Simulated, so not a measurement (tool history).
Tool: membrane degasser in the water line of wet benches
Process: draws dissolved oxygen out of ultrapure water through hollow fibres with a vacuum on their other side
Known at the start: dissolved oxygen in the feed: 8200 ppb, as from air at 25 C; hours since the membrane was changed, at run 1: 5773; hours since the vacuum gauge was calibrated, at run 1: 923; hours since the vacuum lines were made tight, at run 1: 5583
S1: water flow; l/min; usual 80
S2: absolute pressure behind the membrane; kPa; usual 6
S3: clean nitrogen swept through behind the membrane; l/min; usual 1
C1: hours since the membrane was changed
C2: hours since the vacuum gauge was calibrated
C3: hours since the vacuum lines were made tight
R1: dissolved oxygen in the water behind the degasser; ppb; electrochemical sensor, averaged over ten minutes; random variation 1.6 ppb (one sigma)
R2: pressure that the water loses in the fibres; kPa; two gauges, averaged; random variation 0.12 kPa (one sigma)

run 1 hour=0 | S1=80 S2=6 S3=1 | C1=5773 C2=923 C3=5583 | R1=360.9 R2=34.61
run 2 hour=78.6 | S1=80 S2=6 S3=1.47 | C1=5852 C2=1002 C3=5662 | R1=281.6 R2=34.62
run 3 hour=150.3 | S1=80 S2=6 S3=1.47 | C1=5923 C2=1074 C3=5733 | R1=280.2 R2=34.75
-- hour=176.7 seals of the vacuum lines changed
run 4 hour=251.7 | S1=80 S2=14.85 S3=1 | C1=6023 C2=1173 C3=75 | R1=1368 R2=34.6
run 5 hour=352.1 | S1=80 S2=14.85 S3=1 | C1=6123 C2=1273 C3=175 | R1=1371.6 R2=34.54
run 6 hour=459 | S1=80 S2=14.85 S3=1 | C1=6230 C2=1380 C3=282 | R1=1369.3 R2=34.82
run 7 hour=567.8 | S1=80 S2=14.85 S3=1 | C1=6339 C2=1489 C3=391 | R1=1366 R2=34.85
run 8 hour=669.6 | S1=80 S2=14.85 S3=1 | C1=6441 C2=1591 C3=493 | R1=1368.6 R2=34.6
run 9 hour=745.5 | S1=80 S2=4.4 S3=1 | C1=6517 C2=1667 C3=569 | R1=163.4 R2=34.63
run 10 hour=860.8 | S1=80 S2=4.4 S3=1 | C1=6632 C2=1782 C3=684 | R1=163.9 R2=34.84
run 11 hour=963 | S1=80 S2=6 S3=1 | C1=6734 C2=1884 C3=786 | R1=365.9 R2=34.55
run 12 hour=1051 | S1=80 S2=6 S3=1 | C1=6822 C2=1972 C3=874 | R1=371.4 R2=35.11
run 13 hour=1117.2 | S1=80 S2=6 S3=1 | C1=6888 C2=2039 C3=941 | R1=369.2 R2=34.78
run 14 hour=1186.8 | S1=80 S2=6 S3=1 | C1=6958 C2=2108 C3=1010 | R1=368.5 R2=35.15
run 15 hour=1306.9 | S1=80 S2=6 S3=1 | C1=7078 C2=2228 C3=1130 | R1=371.8 R2=34.78
run 16 hour=1433.7 | S1=80 S2=6 S3=0.48 | C1=7205 C2=2355 C3=1257 | R1=558.9 R2=34.96
run 17 hour=1529.3 | S1=80 S2=6 S3=0.91 | C1=7300 C2=2451 C3=1353 | R1=391.1 R2=34.89
run 18 hour=1617.7 | S1=80 S2=6 S3=0.91 | C1=7389 C2=2539 C3=1441 | R1=395.9 R2=34.64
run 19 hour=1720 | S1=60 S2=6 S3=0.91 | C1=7491 C2=2641 C3=1543 | R1=323.6 R2=26.13
run 20 hour=1855.2 | S1=78 S2=5.55 S3=2.99 | C1=7626 C2=2777 C3=1678 | R1=137.2 R2=33.98
run 21 hour=1954.1 | S1=61 S2=4.93 S3=1 | C1=7725 C2=2875 C3=1777 | R1=195.6 R2=26.75
run 22 hour=2021.7 | S1=108 S2=9.12 S3=0.78 | C1=7793 C2=2943 C3=1845 | R1=1037.2 R2=47.11
run 23 hour=2082.8 | S1=80 S2=5.91 S3=2.57 | C1=7854 C2=3004 C3=1906 | R1=183 R2=34.85
run 24 hour=2220.3 | S1=80 S2=7.6 S3=0.7 | C1=7991 C2=3142 C3=2044 | R1=705.8 R2=35.05
-- hour=2242 vacuum gauge calibrated
run 25 hour=2336.6 | S1=114 S2=8.75 S3=2.15 | C1=8107 C2=95 C3=2159 | R1=540 R2=49.86
run 26 hour=2460 | S1=61 S2=6 S3=2.96 | C1=8231 C2=218 C3=2283 | R1=129.9 R2=26.66
run 27 hour=2599.5 | S1=61 S2=6 S3=2.96 | C1=8370 C2=357 C3=2422 | R1=130.7 R2=26.74
run 28 hour=2742 | S1=116 S2=6 S3=0.45 | C1=8513 C2=500 C3=2565 | R1=685.9 R2=50.78
run 29 hour=2827.2 | S1=80 S2=6.22 S3=0.62 | C1=8598 C2=585 C3=2650 | R1=529.6 R2=35.04
run 30 hour=2944.2 | S1=80 S2=5.59 S3=0.69 | C1=8715 C2=702 C3=2767 | R1=401.3 R2=35.2
run 31 hour=3022.5 | S1=80 S2=5.59 S3=0.69 | C1=8793 C2=781 C3=2845 | R1=401.6 R2=35.1
run 32 hour=3095.7 | S1=80 S2=8.68 S3=1 | C1=8866 C2=854 C3=2918 | R1=698 R2=34.98

Forecast each of these 4 alternatives for the next run:
run A hour=3205.5 | S1=64 S2=6 S3=0.59 | C1=8976 C2=963 C3=3028 | R1=? R2=?
run B hour=3205.5 | S1=111 S2=5.29 S3=0.95 | C1=8976 C2=963 C3=3028 | R1=? R2=?
run C hour=3205.5 | S1=63 S2=5.22 S3=0.6 | C1=8976 C2=963 C3=3028 | R1=? R2=?
run D hour=3205.5 | S1=80 S2=6.64 S3=1 | C1=8976 C2=963 C3=3028 | R1=? R2=?

run=A R1=446.1 R2=28.01
run=B R1=358.5 R2=48.64
run=C R1=323.4 R2=27.66
run=D R1=453.8 R2=35.03
Without the tool's hidden state the same runs would have given:
run=A R1=438.7 R2=26.84
run=B R1=348.4 R2=46.61
run=C R1=315.7 R2=26.51
run=D R1=446.7 R2=33.57
